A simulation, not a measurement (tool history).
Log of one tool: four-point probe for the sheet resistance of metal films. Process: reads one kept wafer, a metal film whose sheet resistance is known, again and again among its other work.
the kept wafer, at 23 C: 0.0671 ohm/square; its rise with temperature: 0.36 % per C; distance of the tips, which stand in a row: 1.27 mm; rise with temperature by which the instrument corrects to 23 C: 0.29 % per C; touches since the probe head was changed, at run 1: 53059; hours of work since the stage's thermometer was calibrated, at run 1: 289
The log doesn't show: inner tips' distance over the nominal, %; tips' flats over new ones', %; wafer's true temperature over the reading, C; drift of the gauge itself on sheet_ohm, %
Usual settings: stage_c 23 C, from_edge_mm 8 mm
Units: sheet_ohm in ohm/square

| run | hour | stage_c | from_edge_mm | touches since the probe head was changed | hours of work since the stage's thermometer was calibrated | sheet_ohm |
|---|---|---|---|---|---|---|
| 1 | 0.0 | 23 | 8 | 53059 | 289 | 0.067703 |
| 2 | 7.4 | 29 | 8 | 53291 | 293 | 0.067937 |
| 3 | 20.1 | 29 | 8 | 53689 | 300 | 0.067929 |
| 4 | 28.2 | 29 | 8 | 53943 | 305 | 0.067957 |
| 5 | 45.2 | 23 | 8 | 54477 | 314 | 0.067693 |
| 6 | 52.8 | 23 | 8 | 54716 | 318 | 0.067657 |
| 7 | 65.2 | 23 | 8 | 55103 | 325 | 0.067687 |
| 8 | 82.7 | 23 | 8 | 55652 | 334 | 0.067672 |
| 9 | 93.5 | 23 | 8 | 55990 | 340 | 0.067684 |
| 10 | 100.8 | 19 | 8 | 56218 | 344 | 0.067501 |
| 11 | 111.9 | 23 | 8 | 56567 | 350 | 0.067683 |
| 12 | 120.0 | 23 | 8 | 56820 | 355 | 0.067668 |
| 13 | 131.5 | 23 | 8 | 57180 | 361 | 0.067677 |
| 14 | 143.9 | 23 | 8 | 57568 | 368 | 0.067657 |
| 15 | 152.5 | 25 | 8 | 57839 | 372 | 0.067748 |
| 16 | 167.9 | 23 | 8 | 58322 | 381 | 0.067691 |
| 17 | 181.7 | 26 | 8 | 58753 | 388 | 0.067793 |
| 18 | 191.4 | 26 | 8 | 59057 | 394 | 0.067791 |
| 19 | 209.2 | 26 | 8 | 59615 | 403 | 0.067784 |
| 20 | 224.4 | 21 | 8 | 60091 | 412 | 0.067574 |
|  | 226.2 | stage's thermometer calibrated |
| 21 | 238.6 | 23 | 49 | 60522 | 7 | 0.066792 |
| 22 | 250.9 | 22 | 3 | 60905 | 13 | 0.072572 |
| 23 | 261.7 | 21 | 8 | 61244 | 19 | 0.067572 |
| 24 | 277.7 | 27 | 8 | 61746 | 28 | 0.067804 |
| 25 | 290.0 | 20 | 24 | 62130 | 35 | 0.066713 |
| 26 | 297.6 | 21 | 26 | 62371 | 39 | 0.066747 |
| 27 | 314.3 | 23 | 56 | 62894 | 48 | 0.066749 |
|  | 320.0 | stage's thermometer calibrated, once more |
| 28 | 326.3 | 23 | 56 | 63255 | 3 | 0.066733 |
| 29 | 340.5 | 30 | 55 | 63698 | 11 | 0.066997 |
| 30 | 356.5 | 22 | 8 | 64200 | 20 | 0.067555 |
| 31 | 370.5 | 29 | 11 | 64640 | 28 | 0.067423 |
| 32 | 385.6 | 23 | 5 | 65112 | 36 | 0.068940 |

Forecast each of these 5 alternatives for the next run:
| A | 398.7 | 29 | 3 | 65523 | 43 | ? |
| B | 398.7 | 23 | 66 | 65523 | 43 | ? |
| C | 398.7 | 24 | 8 | 65523 | 43 | ? |
| D | 398.7 | 25 | 5 | 65523 | 43 | ? |
| E | 398.7 | 23 | 43 | 65523 | 43 | ? |

| run | sheet_ohm |
|---|---|
| A | 0.072800 |
| B | 0.066709 |
| C | 0.067633 |
| D | 0.069026 |
| E | 0.066733 |
Without the tool's hidden state the same runs would have given:
| run | sheet_ohm |
|---|---|
| A | 0.073228 |
| B | 0.067105 |
| C | 0.068034 |
| D | 0.069434 |
| E | 0.067129 |
